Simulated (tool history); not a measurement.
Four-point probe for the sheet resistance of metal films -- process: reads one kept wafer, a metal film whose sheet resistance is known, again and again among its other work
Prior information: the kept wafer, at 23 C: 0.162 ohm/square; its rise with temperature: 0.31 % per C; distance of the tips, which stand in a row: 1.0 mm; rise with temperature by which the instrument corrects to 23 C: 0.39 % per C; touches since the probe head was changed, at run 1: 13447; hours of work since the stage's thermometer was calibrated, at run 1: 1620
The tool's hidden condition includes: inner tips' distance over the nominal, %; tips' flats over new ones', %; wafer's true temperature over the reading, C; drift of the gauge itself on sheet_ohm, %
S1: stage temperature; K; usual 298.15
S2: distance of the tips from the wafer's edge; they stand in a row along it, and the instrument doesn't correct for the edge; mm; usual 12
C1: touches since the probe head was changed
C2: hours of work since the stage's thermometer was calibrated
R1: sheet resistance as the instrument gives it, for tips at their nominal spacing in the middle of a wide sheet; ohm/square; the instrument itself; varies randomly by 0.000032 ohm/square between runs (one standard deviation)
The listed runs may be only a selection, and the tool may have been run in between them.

run	hour	S1	S2	C1	C2	R1
1	0	298.15	12	13447	1620	0.162445
2	16.9	298.15	12	13816	1629	0.162503
3	30.3	307.15	12	14108	1635	0.161493
4	41	302.15	12	14342	1641	0.161981
5	61.4	302.15	12	14787	1651	0.162044
6	76	307.15	12	15104	1658	0.161405
7	87.9	307.15	12	15365	1664	0.161482
8	97.9	307.15	12	15584	1669	0.161466
9	108	307.15	12	15803	1674	0.161497
10	129.7	291.15	12	16276	1685	0.163287
11	140.4	298.15	19	16509	1690	0.162086
12	161.1	298.15	10	16963	1700	0.162706
13	176	298.15	12	17287	1708	0.162434
14	188.7	298.15	12	17563	1714	0.162431
15	206.4	307.15	48	17950	1723	0.160861
16	220.7	298.15	19	18262	1730	0.162069
17	233.5	303.15	8	18541	1736	0.162559
18	256.2	303.15	8	19036	1748	0.162613
19	269.8	292.15	14	19334	1755	0.16303
20	294.4	292.15	14	19871	1767	0.162947
21	308.4	292.15	14	20176	1774	0.162995
22	323.8	298.15	12	20511	1781	0.162428
23	348	298.15	12	21039	1793	0.16239
24	362	292.15	17	21344	1800	0.162865
25	377.3	292.15	17	21679	1808	0.162813

Predict each of these 3 candidate next runs independently; none follows another, all start after run 25:
A	392	304.15	17	22000	1815	?
B	392	292.15	15	22000	1815	?
C	392	294.15	15	22000	1815	?

run	R1
A	0.161396
B	0.162899
C	0.162632
What these runs would have given with no unlogged condition in the tool:
run	R1
A	0.161375
B	0.162868
C	0.162603
